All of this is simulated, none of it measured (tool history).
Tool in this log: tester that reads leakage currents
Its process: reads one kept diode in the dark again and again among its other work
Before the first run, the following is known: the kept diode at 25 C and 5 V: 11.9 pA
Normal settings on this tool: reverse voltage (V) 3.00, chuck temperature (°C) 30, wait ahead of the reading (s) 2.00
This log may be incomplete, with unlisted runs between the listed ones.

run     day  reverse voltage (V)  chuck temperature (°C)  wait ahead of the reading (s)  current that the tester gives (pA)
  1   0.000                 3.00                      30                           2.00                               20.70
  2   0.775                 3.00                      30                           2.00                               20.68
  3   2.171                 3.00                      30                           1.22                               21.04
  4   3.446                 3.00                      30                           1.22                               21.06
  5   4.908                 3.00                      30                           2.00                               21.13
  6   5.983                 3.00                      30                           2.00                               21.18
      6.175  -- tester calibrated
      6.654  -- probe card cleaned and baked
  7   7.117                 3.00                      30                           2.00                               12.66
  8   8.754                 3.00                      30                           2.00                               12.76
  9  10.550                 3.00                      30                           2.00                               12.99
 10  12.046                 3.17                      30                           2.00                               13.49
     12.533  -- tester calibrated, once more
     13.296  -- chuck's temperature calibrated
 11  14.021                 3.17                      30                           2.00                               14.05
 12  15.458                 6.35                      50                           0.93                               81.79
 13  16.367                12.53                      30                           1.18                               33.97
 14  17.788                12.53                      30                           1.18                               34.11
 15  19.454                 3.70                      57                           3.42                               92.39
 16  20.996                 3.16                      57                           3.42                               83.96
 17  22.250                 3.16                      57                           3.42                               83.94
 18  23.096                18.16                      43                           1.42                              101.14
 19  23.875                14.98                      25                           2.00                               29.41
 20  25.104                10.37                      34                           0.32                               43.67

Alternative continuations, all from the tool just after run 20; predict every row:
  A  26.750                16.08                      34                           1.99                                   ?
  B  26.750                12.00                      23                           2.61                                   ?
  C  26.750                10.37                      29                           6.50                                   ?
  D  26.750                 3.00                      30                           3.22                                   ?
  E  26.750                 3.00                      51                           2.66                                   ?

run  current that the tester gives (pA)
  A                               54.35
  B                               22.95
  C                               29.44
  D                               14.19
  E                               56.17
Stripped of hidden state, with their random variation kept, the same runs would have yielded:
run  current that the tester gives (pA)
  A                               47.78
  B                               17.92
  C                               25.18
  D                               13.01
  E                               55.27

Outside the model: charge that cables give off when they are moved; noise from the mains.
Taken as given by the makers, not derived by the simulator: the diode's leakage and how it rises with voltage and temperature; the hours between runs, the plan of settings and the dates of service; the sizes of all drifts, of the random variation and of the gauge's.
